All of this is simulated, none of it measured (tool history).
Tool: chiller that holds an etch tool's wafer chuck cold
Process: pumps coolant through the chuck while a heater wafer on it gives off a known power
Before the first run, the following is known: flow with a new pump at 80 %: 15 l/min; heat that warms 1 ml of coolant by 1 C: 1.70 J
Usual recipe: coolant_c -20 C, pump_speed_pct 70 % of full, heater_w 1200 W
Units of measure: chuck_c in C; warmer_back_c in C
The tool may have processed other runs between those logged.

run	hour	coolant_c	pump_speed_pct	heater_w	chuck_c	warmer_back_c
1	0.0	-20	70	1200	-10.7	3.26
2	191.2	-11	70	1200	-1.7	3.31
3	352.7	-20	63	1200	-9.5	3.70
4	481.6	-20	70	1200	-10.4	3.35
5	660.6	-20	70	1200	-10.3	3.39
6	820.9	-20	85	1200	-12.0	2.69
7	945.6	-20	85	1200	-11.9	2.74
8	1085.5	-26	70	1200	-16.1	3.40
9	1274.3	-20	70	1200	-10.1	3.41
10	1443.3	-20	70	1200	-10.1	3.44
11	1527.9	-20	70	1200	-11.0	3.42
12	1666.0	-20	70	1200	-10.7	3.53
13	1812.8	-20	70	1200	-10.7	3.51
14	1892.5	-20	70	1200	-10.8	3.51
15	2072.2	-20	70	1200	-10.2	3.57
16	2189.7	-20	70	1200	-10.3	3.53
17	2285.9	-29	94	1192	-21.6	2.52
18	2380.7	-29	94	1192	-21.7	2.61
19	2465.4	-29	70	747	-22.7	2.24
20	2660.2	-27	86	1740	-15.0	4.19
21	2828.2	-27	64	907	-18.6	3.02
22	2917.1	-29	68	1017	-20.2	3.18
23	3027.1	-16	76	1559	-3.5	4.35
24	3208.8	-16	76	1559	-3.5	4.32
25	3386.2	-16	76	1559	-3.5	4.39
26	3505.2	-16	76	1559	-3.5	4.40
27	3676.4	-12	91	1559	-1.5	3.60
28	3834.2	-19	93	638	-14.8	1.48
29	4010.3	-19	93	638	-14.6	1.52
30	4134.8	-26	99	675	-21.7	1.45
31	4272.3	-25	87	675	-20.8	1.45
32	4389.0	-20	66	1687	-5.7	4.95

Removed from this log: 3 entries logged between the listed runs. Between which two listed runs does each belong, and how does the tool's hidden state at the listed run before it compare with that at the listed run after it?
Runs 10 to 11: coolant changed, channels flushed (hour 1504.9)
  heat passed by the chuck's channels, % of clean ones': 88.5 -> 99.9; flow at a given pump speed, % of a new pump's: 95.1 -> 94.9; coolant's true temperature over the reading, C: -0.4 -> -0.41
  the result without the hidden state subtracted from the measured one, chuck_c: +1.0 -> +0.0 C; warmer_back_c: +0.17 -> +0.18 C
Runs 14 to 15: chiller's thermometer calibrated (hour 1914.8)
  heat passed by the chuck's channels, % of clean ones': 98.8 -> 98.2; flow at a given pump speed, % of a new pump's: 93.6 -> 93; coolant's true temperature over the reading, C: -0.44 -> 0.05
  the result without the hidden state subtracted from the measured one, chuck_c: +0.2 -> +0.8 C; warmer_back_c: +0.22 -> +0.25 C
Runs 30 to 31: coolant pump overhauled (hour 4167.9)
  heat passed by the chuck's channels, % of clean ones': 91.6 -> 91.2; flow at a given pump speed, % of a new pump's: 85.8 -> 99.7; coolant's true temperature over the reading, C: -0.19 -> -0.2
  the result without the hidden state subtracted from the measured one, chuck_c: +0.7 -> +0.1 C; warmer_back_c: +0.20 -> +0.01 C
